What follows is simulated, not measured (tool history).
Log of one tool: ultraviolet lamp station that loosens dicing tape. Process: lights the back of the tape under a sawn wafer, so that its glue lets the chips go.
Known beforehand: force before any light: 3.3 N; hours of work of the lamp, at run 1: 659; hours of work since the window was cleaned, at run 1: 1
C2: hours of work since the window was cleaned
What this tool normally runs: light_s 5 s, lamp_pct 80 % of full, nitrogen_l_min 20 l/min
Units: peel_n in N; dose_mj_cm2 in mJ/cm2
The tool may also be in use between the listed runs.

run 1 hour=0 | light_s=5 lamp_pct=80 nitrogen_l_min=20 | hours_of_work_of_the_lamp=659 C2=1 | peel_n=0.371 dose_mj_cm2=444
run 2 hour=25.4 | light_s=4 lamp_pct=80 nitrogen_l_min=20 | hours_of_work_of_the_lamp=674 C2=16 | peel_n=0.503 dose_mj_cm2=353
run 3 hour=50 | light_s=5 lamp_pct=80 nitrogen_l_min=28 | hours_of_work_of_the_lamp=690 C2=32 | peel_n=0.347 dose_mj_cm2=438
run 4 hour=64.3 | light_s=5 lamp_pct=80 nitrogen_l_min=28 | hours_of_work_of_the_lamp=699 C2=41 | peel_n=0.338 dose_mj_cm2=437
run 5 hour=83.6 | light_s=5 lamp_pct=80 nitrogen_l_min=28 | hours_of_work_of_the_lamp=711 C2=53 | peel_n=0.348 dose_mj_cm2=437
run 6 hour=110 | light_s=4 lamp_pct=80 nitrogen_l_min=20 | hours_of_work_of_the_lamp=727 C2=69 | peel_n=0.51 dose_mj_cm2=349
run 7 hour=133.5 | light_s=5 lamp_pct=80 nitrogen_l_min=20 | hours_of_work_of_the_lamp=742 C2=84 | peel_n=0.383 dose_mj_cm2=436
run 8 hour=146.3 | light_s=5 lamp_pct=80 nitrogen_l_min=20 | hours_of_work_of_the_lamp=750 C2=92 | peel_n=0.37 dose_mj_cm2=435
run 9 hour=167.6 | light_s=5 lamp_pct=80 nitrogen_l_min=20 | hours_of_work_of_the_lamp=763 C2=105 | peel_n=0.369 dose_mj_cm2=437
run 10 hour=192.8 | light_s=5 lamp_pct=70 nitrogen_l_min=20 | hours_of_work_of_the_lamp=778 C2=120 | peel_n=0.459 dose_mj_cm2=383
run 11 hour=214.4 | light_s=5 lamp_pct=70 nitrogen_l_min=20 | hours_of_work_of_the_lamp=792 C2=134 | peel_n=0.428 dose_mj_cm2=385
run 12 hour=237.6 | light_s=5 lamp_pct=80 nitrogen_l_min=20 | hours_of_work_of_the_lamp=806 C2=148 | peel_n=0.368 dose_mj_cm2=436
run 13 hour=249.2 | light_s=5 lamp_pct=80 nitrogen_l_min=20 | hours_of_work_of_the_lamp=813 C2=156 | peel_n=0.378 dose_mj_cm2=437
run 14 hour=262.2 | light_s=5 lamp_pct=86 nitrogen_l_min=20 | hours_of_work_of_the_lamp=822 C2=164 | peel_n=0.33 dose_mj_cm2=471
run 15 hour=274.2 | light_s=8 lamp_pct=68 nitrogen_l_min=14 | hours_of_work_of_the_lamp=829 C2=171 | peel_n=0.271 dose_mj_cm2=596
run 16 hour=294.8 | light_s=8 lamp_pct=68 nitrogen_l_min=14 | hours_of_work_of_the_lamp=842 C2=184 | peel_n=0.276 dose_mj_cm2=598
run 17 hour=315.1 | light_s=2 lamp_pct=71 nitrogen_l_min=37 | hours_of_work_of_the_lamp=854 C2=197 | peel_n=1.194 dose_mj_cm2=155
run 18 hour=334.4 | light_s=2 lamp_pct=71 nitrogen_l_min=37 | hours_of_work_of_the_lamp=866 C2=209 | peel_n=1.211 dose_mj_cm2=153
run 19 hour=357 | light_s=3 lamp_pct=76 nitrogen_l_min=28 | hours_of_work_of_the_lamp=881 C2=223 | peel_n=0.746 dose_mj_cm2=253
run 20 hour=368 | light_s=3 lamp_pct=76 nitrogen_l_min=28 | hours_of_work_of_the_lamp=887 C2=229 | peel_n=0.734 dose_mj_cm2=251
run 21 hour=388.9 | light_s=3 lamp_pct=76 nitrogen_l_min=28 | hours_of_work_of_the_lamp=900 C2=242 | peel_n=0.732 dose_mj_cm2=248
run 22 hour=409.6 | light_s=2 lamp_pct=76 nitrogen_l_min=28 | hours_of_work_of_the_lamp=913 C2=255 | peel_n=1.171 dose_mj_cm2=170
run 23 hour=431.8 | light_s=2 lamp_pct=84 nitrogen_l_min=9 | hours_of_work_of_the_lamp=927 C2=269 | peel_n=1.323 dose_mj_cm2=182
-- hour=439 window cleaned of glue's vapour
run 24 hour=449.3 | light_s=6 lamp_pct=83 nitrogen_l_min=21 | hours_of_work_of_the_lamp=938 C2=6 | peel_n=0.305 dose_mj_cm2=550
run 25 hour=470 | light_s=6 lamp_pct=83 nitrogen_l_min=21 | hours_of_work_of_the_lamp=950 C2=19 | peel_n=0.292 dose_mj_cm2=543

Run 26 is up next; what results do you expect?
run 26 hour=489.3 | light_s=6 lamp_pct=83 nitrogen_l_min=21 | hours_of_work_of_the_lamp=962 C2=31 | peel_n=? dose_mj_cm2=?

{"run 26": {"peel_n": 0.275, "dose_mj_cm2": 546}}
If the tool had no hidden condition, the same run with the same run-to-run variation would have returned peel_n 0.275 N, dose_mj_cm2 546 mJ/cm2.
